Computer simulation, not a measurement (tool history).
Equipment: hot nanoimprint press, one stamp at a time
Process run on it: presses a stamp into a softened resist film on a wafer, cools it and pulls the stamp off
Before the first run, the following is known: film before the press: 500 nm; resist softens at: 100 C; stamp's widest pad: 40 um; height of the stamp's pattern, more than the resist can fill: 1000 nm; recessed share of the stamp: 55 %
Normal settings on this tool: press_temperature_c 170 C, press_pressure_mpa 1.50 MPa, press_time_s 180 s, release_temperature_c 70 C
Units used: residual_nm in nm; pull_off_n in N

run 1 hour=0.0 | press_temperature_c=170 press_pressure_mpa=1.50 press_time_s=180 release_temperature_c=70 | residual_nm=261.6 pull_off_n=147
run 2 hour=11.6 | press_temperature_c=170 press_pressure_mpa=1.50 press_time_s=180 release_temperature_c=70 | residual_nm=261.4 pull_off_n=153
run 3 hour=22.8 | press_temperature_c=170 press_pressure_mpa=1.50 press_time_s=180 release_temperature_c=70 | residual_nm=262.3 pull_off_n=150
run 4 hour=31.5 | press_temperature_c=170 press_pressure_mpa=1.50 press_time_s=307 release_temperature_c=70 | residual_nm=216.5 pull_off_n=150
-- hour=38.8 stamp cleaned and given a new release coat
run 5 hour=53.3 | press_temperature_c=170 press_pressure_mpa=1.87 press_time_s=307 release_temperature_c=70 | residual_nm=193.8 pull_off_n=107
run 6 hour=60.8 | press_temperature_c=163 press_pressure_mpa=1.50 press_time_s=180 release_temperature_c=70 | residual_nm=336.2 pull_off_n=110
run 7 hour=69.9 | press_temperature_c=163 press_pressure_mpa=1.50 press_time_s=180 release_temperature_c=70 | residual_nm=333.9 pull_off_n=105
run 8 hour=78.3 | press_temperature_c=178 press_pressure_mpa=1.50 press_time_s=180 release_temperature_c=70 | residual_nm=191.4 pull_off_n=115
run 9 hour=86.8 | press_temperature_c=178 press_pressure_mpa=1.50 press_time_s=136 release_temperature_c=70 | residual_nm=213.5 pull_off_n=110
run 10 hour=98.4 | press_temperature_c=178 press_pressure_mpa=1.50 press_time_s=136 release_temperature_c=62 | residual_nm=213.0 pull_off_n=139
run 11 hour=111.1 | press_temperature_c=178 press_pressure_mpa=1.50 press_time_s=136 release_temperature_c=62 | residual_nm=213.1 pull_off_n=141
run 12 hour=127.6 | press_temperature_c=178 press_pressure_mpa=1.50 press_time_s=136 release_temperature_c=62 | residual_nm=212.8 pull_off_n=137
run 13 hour=143.6 | press_temperature_c=170 press_pressure_mpa=1.50 press_time_s=180 release_temperature_c=70 | residual_nm=260.3 pull_off_n=113
run 14 hour=158.7 | press_temperature_c=170 press_pressure_mpa=1.50 press_time_s=180 release_temperature_c=70 | residual_nm=259.8 pull_off_n=117
run 15 hour=173.9 | press_temperature_c=170 press_pressure_mpa=1.50 press_time_s=180 release_temperature_c=70 | residual_nm=259.6 pull_off_n=115
run 16 hour=191.8 | press_temperature_c=167 press_pressure_mpa=1.63 press_time_s=114 release_temperature_c=67 | residual_nm=321.1 pull_off_n=129
run 17 hour=201.8 | press_temperature_c=162 press_pressure_mpa=2.24 press_time_s=229 release_temperature_c=75 | residual_nm=276.6 pull_off_n=106
run 18 hour=215.6 | press_temperature_c=162 press_pressure_mpa=2.24 press_time_s=229 release_temperature_c=75 | residual_nm=276.8 pull_off_n=104
run 19 hour=224.4 | press_temperature_c=170 press_pressure_mpa=2.17 press_time_s=180 release_temperature_c=68 | residual_nm=218.0 pull_off_n=129
run 20 hour=233.1 | press_temperature_c=170 press_pressure_mpa=2.17 press_time_s=180 release_temperature_c=68 | residual_nm=218.4 pull_off_n=131
run 21 hour=249.9 | press_temperature_c=181 press_pressure_mpa=2.28 press_time_s=122 release_temperature_c=58 | residual_nm=159.6 pull_off_n=164
run 22 hour=260.1 | press_temperature_c=170 press_pressure_mpa=1.76 press_time_s=180 release_temperature_c=63 | residual_nm=240.3 pull_off_n=149
run 23 hour=275.8 | press_temperature_c=175 press_pressure_mpa=1.69 press_time_s=180 release_temperature_c=72 | residual_nm=201.5 pull_off_n=121
run 24 hour=289.9 | press_temperature_c=177 press_pressure_mpa=1.50 press_time_s=334 release_temperature_c=70 | residual_nm=155.3 pull_off_n=128
run 25 hour=308.2 | press_temperature_c=159 press_pressure_mpa=1.08 press_time_s=353 release_temperature_c=68 | residual_nm=355.8 pull_off_n=139
run 26 hour=316.6 | press_temperature_c=159 press_pressure_mpa=1.50 press_time_s=139 release_temperature_c=68 | residual_nm=394.1 pull_off_n=137
run 27 hour=325.1 | press_temperature_c=169 press_pressure_mpa=1.63 press_time_s=139 release_temperature_c=68 | residual_nm=281.0 pull_off_n=141
-- hour=337.0 plate thermocouple calibrated
run 28 hour=340.6 | press_temperature_c=170 press_pressure_mpa=1.50 press_time_s=180 release_temperature_c=61 | residual_nm=271.9 pull_off_n=170
run 29 hour=354.1 | press_temperature_c=168 press_pressure_mpa=1.50 press_time_s=332 release_temperature_c=70 | residual_nm=239.1 pull_off_n=141

5 options for the next run, each taken on its own from the tool as it stands now. Forecast them:
run A hour=364.5 | press_temperature_c=170 press_pressure_mpa=1.50 press_time_s=180 release_temperature_c=68 | residual_nm=? pull_off_n=?
run B hour=364.5 | press_temperature_c=176 press_pressure_mpa=1.50 press_time_s=259 release_temperature_c=57 | residual_nm=? pull_off_n=?
run C hour=364.5 | press_temperature_c=174 press_pressure_mpa=1.50 press_time_s=130 release_temperature_c=74 | residual_nm=? pull_off_n=?
run D hour=364.5 | press_temperature_c=170 press_pressure_mpa=1.38 press_time_s=180 release_temperature_c=70 | residual_nm=? pull_off_n=?
run E hour=364.5 | press_temperature_c=178 press_pressure_mpa=1.92 press_time_s=114 release_temperature_c=70 | residual_nm=? pull_off_n=?

run=A residual_nm=270.9 pull_off_n=146
run=B residual_nm=189.6 pull_off_n=191
run=C residual_nm=261.4 pull_off_n=122
run=D residual_nm=281.9 pull_off_n=138
run=E residual_nm=209.8 pull_off_n=143
What these runs would have given with no unlogged condition in the tool:
run=A residual_nm=270.3 pull_off_n=115
run=B residual_nm=188.8 pull_off_n=151
run=C residual_nm=260.6 pull_off_n=96
run=D residual_nm=281.5 pull_off_n=109
run=E residual_nm=208.1 pull_off_n=113
